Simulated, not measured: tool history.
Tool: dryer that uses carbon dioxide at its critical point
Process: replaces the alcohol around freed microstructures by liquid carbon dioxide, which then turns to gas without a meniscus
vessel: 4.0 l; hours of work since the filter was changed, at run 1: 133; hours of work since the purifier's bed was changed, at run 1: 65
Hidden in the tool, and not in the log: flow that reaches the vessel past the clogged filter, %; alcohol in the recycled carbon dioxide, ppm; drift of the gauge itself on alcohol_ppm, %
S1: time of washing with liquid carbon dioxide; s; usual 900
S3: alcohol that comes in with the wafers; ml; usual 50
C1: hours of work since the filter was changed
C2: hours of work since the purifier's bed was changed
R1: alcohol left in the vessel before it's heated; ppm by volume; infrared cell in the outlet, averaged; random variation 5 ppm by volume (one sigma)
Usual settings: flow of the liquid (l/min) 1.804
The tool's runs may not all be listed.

run 1 hour=0 | S1=900 flow_of_the_liquid_(l/min)=1.804 S3=50 | C1=133 C2=65 | R1=54
run 2 hour=5.5 | S1=900 flow_of_the_liquid_(l/min)=1.804 S3=50 | C1=135 C2=67 | R1=49
run 3 hour=10.4 | S1=900 flow_of_the_liquid_(l/min)=1.804 S3=50 | C1=136 C2=68 | R1=60
run 4 hour=15.8 | S1=780 flow_of_the_liquid_(l/min)=1.804 S3=50 | C1=138 C2=70 | R1=94
run 5 hour=23.1 | S1=900 flow_of_the_liquid_(l/min)=2.98 S3=50 | C1=141 C2=73 | R1=28
run 6 hour=29.5 | S1=900 flow_of_the_liquid_(l/min)=2.98 S3=50 | C1=143 C2=75 | R1=25
run 7 hour=36.8 | S1=900 flow_of_the_liquid_(l/min)=2.98 S3=50 | C1=145 C2=78 | R1=26
run 8 hour=45.8 | S1=900 flow_of_the_liquid_(l/min)=1.804 S3=50 | C1=149 C2=81 | R1=61
run 9 hour=53.4 | S1=900 flow_of_the_liquid_(l/min)=1.804 S3=50 | C1=151 C2=83 | R1=56
run 10 hour=61.8 | S1=900 flow_of_the_liquid_(l/min)=1.804 S3=50 | C1=154 C2=86 | R1=59
run 11 hour=66.3 | S1=900 flow_of_the_liquid_(l/min)=1.804 S3=50 | C1=156 C2=88 | R1=61
run 12 hour=74.5 | S1=900 flow_of_the_liquid_(l/min)=1.804 S3=50 | C1=158 C2=91 | R1=67
run 13 hour=83.9 | S1=900 flow_of_the_liquid_(l/min)=1.804 S3=50 | C1=162 C2=94 | R1=64
run 14 hour=90.7 | S1=900 flow_of_the_liquid_(l/min)=1.804 S3=96 | C1=164 C2=96 | R1=103
run 15 hour=98.2 | S1=900 flow_of_the_liquid_(l/min)=1.804 S3=96 | C1=167 C2=99 | R1=112
run 16 hour=103 | S1=900 flow_of_the_liquid_(l/min)=1.804 S3=96 | C1=168 C2=100 | R1=98
run 17 hour=107.3 | S1=900 flow_of_the_liquid_(l/min)=1.804 S3=96 | C1=170 C2=102 | R1=107
run 18 hour=116.4 | S1=900 flow_of_the_liquid_(l/min)=1.804 S3=96 | C1=173 C2=105 | R1=99
run 19 hour=124.2 | S1=900 flow_of_the_liquid_(l/min)=1.804 S3=96 | C1=176 C2=108 | R1=102
run 20 hour=131.8 | S1=900 flow_of_the_liquid_(l/min)=1.804 S3=50 | C1=178 C2=111 | R1=83
run 21 hour=137.8 | S1=900 flow_of_the_liquid_(l/min)=1.804 S3=50 | C1=180 C2=113 | R1=79
run 22 hour=142.1 | S1=900 flow_of_the_liquid_(l/min)=1.804 S3=50 | C1=182 C2=114 | R1=77
run 23 hour=146.9 | S1=900 flow_of_the_liquid_(l/min)=1.804 S3=50 | C1=184 C2=116 | R1=75
run 24 hour=154.5 | S1=600 flow_of_the_liquid_(l/min)=1.12 S3=60 | C1=186 C2=118 | R1=1350
run 25 hour=160 | S1=1140 flow_of_the_liquid_(l/min)=1.21 S3=20 | C1=188 C2=120 | R1=67
run 26 hour=168.8 | S1=1320 flow_of_the_liquid_(l/min)=1.5 S3=50 | C1=191 C2=123 | R1=55
run 27 hour=177.5 | S1=1320 flow_of_the_liquid_(l/min)=1.48 S3=50 | C1=194 C2=126 | R1=51
run 28 hour=185.2 | S1=1320 flow_of_the_liquid_(l/min)=1.48 S3=50 | C1=197 C2=129 | R1=55
run 29 hour=193 | S1=1080 flow_of_the_liquid_(l/min)=1.18 S3=50 | C1=200 C2=132 | R1=162
run 30 hour=197.1 | S1=540 flow_of_the_liquid_(l/min)=1.804 S3=30 | C1=201 C2=133 | R1=284
run 31 hour=202.3 | S1=900 flow_of_the_liquid_(l/min)=1.25 S3=43 | C1=203 C2=135 | R1=235
run 32 hour=207.5 | S1=1260 flow_of_the_liquid_(l/min)=3.07 S3=25 | C1=205 C2=137 | R1=42
run 33 hour=212.3 | S1=900 flow_of_the_liquid_(l/min)=2.73 S3=50 | C1=206 C2=138 | R1=49
run 34 hour=220.4 | S1=900 flow_of_the_liquid_(l/min)=2.73 S3=50 | C1=209 C2=141 | R1=47
run 35 hour=229.4 | S1=900 flow_of_the_liquid_(l/min)=2.73 S3=50 | C1=212 C2=144 | R1=50
run 36 hour=237.8 | S1=1140 flow_of_the_liquid_(l/min)=2.84 S3=47 | C1=215 C2=147 | R1=41
run 37 hour=245.7 | S1=1140 flow_of_the_liquid_(l/min)=2.84 S3=47 | C1=218 C2=150 | R1=52
run 38 hour=255 | S1=1140 flow_of_the_liquid_(l/min)=2.84 S3=84 | C1=221 C2=153 | R1=57
run 39 hour=260.9 | S1=1380 flow_of_the_liquid_(l/min)=1.08 S3=32 | C1=223 C2=155 | R1=94
run 40 hour=265 | S1=1380 flow_of_the_liquid_(l/min)=2.45 S3=119 | C1=225 C2=157 | R1=45
run 41 hour=270 | S1=840 flow_of_the_liquid_(l/min)=1.36 S3=119 | C1=226 C2=158 | R1=596
run 42 hour=276.3 | S1=780 flow_of_the_liquid_(l/min)=1.18 S3=56 | C1=228 C2=161 | R1=584
run 43 hour=285.6 | S1=780 flow_of_the_liquid_(l/min)=1.18 S3=56 | C1=232 C2=164 | R1=595
run 44 hour=293.4 | S1=900 flow_of_the_liquid_(l/min)=1.804 S3=42 | C1=234 C2=167 | R1=86

Forecast run 45:
-- hour=296.7 inlet filter changed
run 45 hour=300.8 | S1=840 flow_of_the_liquid_(l/min)=1.61 S3=49 | C1=1 C2=169 | R1=?

R1: 92 ppm by volume
Without the tool's hidden state the same run would have given R1 44 ppm by volume.
